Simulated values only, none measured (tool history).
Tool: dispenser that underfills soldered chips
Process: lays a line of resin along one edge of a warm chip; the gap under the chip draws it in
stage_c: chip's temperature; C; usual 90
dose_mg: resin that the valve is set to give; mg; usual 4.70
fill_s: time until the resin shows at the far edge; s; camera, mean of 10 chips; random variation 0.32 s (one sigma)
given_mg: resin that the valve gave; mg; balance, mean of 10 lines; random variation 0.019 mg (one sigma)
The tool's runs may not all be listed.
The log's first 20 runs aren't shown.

run   hour  stage_c  dose_mg  fill_s  given_mg
 21  112.8       81     4.17    31.7      4.01
     114.3  -- new syringe of resin
 22  119.4       81     4.17    23.2      4.01
 23  123.5       81     4.17    30.0      4.01
     125.5  -- new syringe of resin
 24  128.0       91     5.92    10.9      5.67
 25  133.7       91     6.08    17.2      5.82
     137.1  -- new syringe of resin
 26  137.2       78     5.23    19.2      5.00
 27  142.7       78     5.23    26.2      5.02
 28  147.0       98     4.24    13.9      4.07
     148.4  -- new syringe of resin
 29  154.6       89     4.22    17.4      4.04
     159.9  -- new syringe of resin
 30  161.9       89     5.09    12.4      4.87
 31  169.0       88     4.32    21.0      4.08
     171.4  -- new syringe of resin
 32  173.7       91     4.26    12.0      4.08
 33  179.4       91     4.26    17.7      4.04
     181.2  -- dispensing valve cleaned and set on the balance
     183.7  -- new syringe of resin
 34  183.7       90     5.28    10.3      5.29
 35  189.1       81     5.92    22.4      5.93

Forecast each of these 5 alternatives for the next run:
     195.3  -- new syringe of resin
  A  195.7       89     5.36       ?         ?
     195.3  -- new syringe of resin
  B  195.7       88     5.87       ?         ?
     195.3  -- new syringe of resin
  C  195.7       80     4.62       ?         ?
     195.3  -- new syringe of resin
  D  195.7      102     4.70       ?         ?
     195.3  -- new syringe of resin
  E  195.7       99     4.70       ?         ?

run  fill_s  given_mg
  A    11.7      5.39
  B    11.8      5.88
  C    18.0      4.58
  D     7.4      4.70
  E     7.7      4.67
Without the tool's hidden state the same runs would have given:
run  fill_s  given_mg
  A    10.9      5.41
  B    10.9      5.90
  C    16.6      4.59
  D     7.0      4.71
  E     7.2      4.69

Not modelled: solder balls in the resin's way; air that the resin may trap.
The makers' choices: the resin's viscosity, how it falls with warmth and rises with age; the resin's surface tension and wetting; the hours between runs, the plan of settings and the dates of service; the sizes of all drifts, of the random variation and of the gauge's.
